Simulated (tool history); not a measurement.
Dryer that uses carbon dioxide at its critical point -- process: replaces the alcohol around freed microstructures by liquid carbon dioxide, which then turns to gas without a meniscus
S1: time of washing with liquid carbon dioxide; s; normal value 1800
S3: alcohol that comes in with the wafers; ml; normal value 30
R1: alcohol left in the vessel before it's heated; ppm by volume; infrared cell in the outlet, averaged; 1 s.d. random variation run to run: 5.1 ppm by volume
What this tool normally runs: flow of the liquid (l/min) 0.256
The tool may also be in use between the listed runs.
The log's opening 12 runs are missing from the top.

{"run": 13, "hour": 68.4, "S1": 1800, "flow of the liquid (l/min)": 0.256, "S3": 30, "R1": 99}
{"run": 14, "hour": 75.1, "S1": 1800, "flow of the liquid (l/min)": 0.256, "S3": 30, "R1": 104}
{"run": 15, "hour": 82.9, "S1": 1800, "flow of the liquid (l/min)": 0.256, "S3": 38, "R1": 115}
{"run": 16, "hour": 87.1, "S1": 1800, "flow of the liquid (l/min)": 0.256, "S3": 38, "R1": 118}
{"run": 17, "hour": 93.5, "S1": 1800, "flow of the liquid (l/min)": 0.256, "S3": 38, "R1": 129}
{"run": 18, "hour": 101.6, "S1": 1800, "flow of the liquid (l/min)": 0.256, "S3": 38, "R1": 126}
{"run": 19, "hour": 109.8, "S1": 1800, "flow of the liquid (l/min)": 0.256, "S3": 38, "R1": 132}
{"run": 20, "hour": 118.6, "S1": 1800, "flow of the liquid (l/min)": 0.256, "S3": 38, "R1": 137}
{"run": 21, "hour": 122.9, "S1": 1800, "flow of the liquid (l/min)": 0.256, "S3": 39, "R1": 140}
{"run": 22, "hour": 130.0, "S1": 1920, "flow of the liquid (l/min)": 0.296, "S3": 30, "R1": 36}
{"run": 23, "hour": 136.3, "S1": 1260, "flow of the liquid (l/min)": 0.256, "S3": 74, "R1": 1284}
{"run": 24, "hour": 140.0, "S1": 1800, "flow of the liquid (l/min)": 0.163, "S3": 25, "R1": 661}
{"run": 25, "hour": 145.8, "S1": 2100, "flow of the liquid (l/min)": 0.37, "S3": 30, "R1": 23}
{"run": 26, "hour": 153.0, "S1": 2340, "flow of the liquid (l/min)": 0.174, "S3": 30, "R1": 212}
{"run": 27, "hour": 157.5, "S1": 2340, "flow of the liquid (l/min)": 0.313, "S3": 95, "R1": 33}
{"run": 28, "hour": 163.4, "S1": 2340, "flow of the liquid (l/min)": 0.313, "S3": 95, "R1": 33}
{"run": 29, "hour": 168.2, "S1": 2340, "flow of the liquid (l/min)": 0.313, "S3": 95, "R1": 25}
{"run": 30, "hour": 172.8, "S1": 2340, "flow of the liquid (l/min)": 0.313, "S3": 95, "R1": 35}
{"run": 31, "hour": 178.6, "S1": 2340, "flow of the liquid (l/min)": 0.174, "S3": 63, "R1": 426}
{"run": 32, "hour": 185.0, "S1": 2340, "flow of the liquid (l/min)": 0.174, "S3": 63, "R1": 424}

What will run 33 give?
{"run": 33, "hour": 190.6, "S1": 2340, "flow of the liquid (l/min)": 0.225, "S3": 93, "R1": "?"}

Logged for run 33: R1 151 ppm by volume.
Were there no unlogged condition in the tool, this run, its random variation unchanged, would have produced R1 88 ppm by volume.
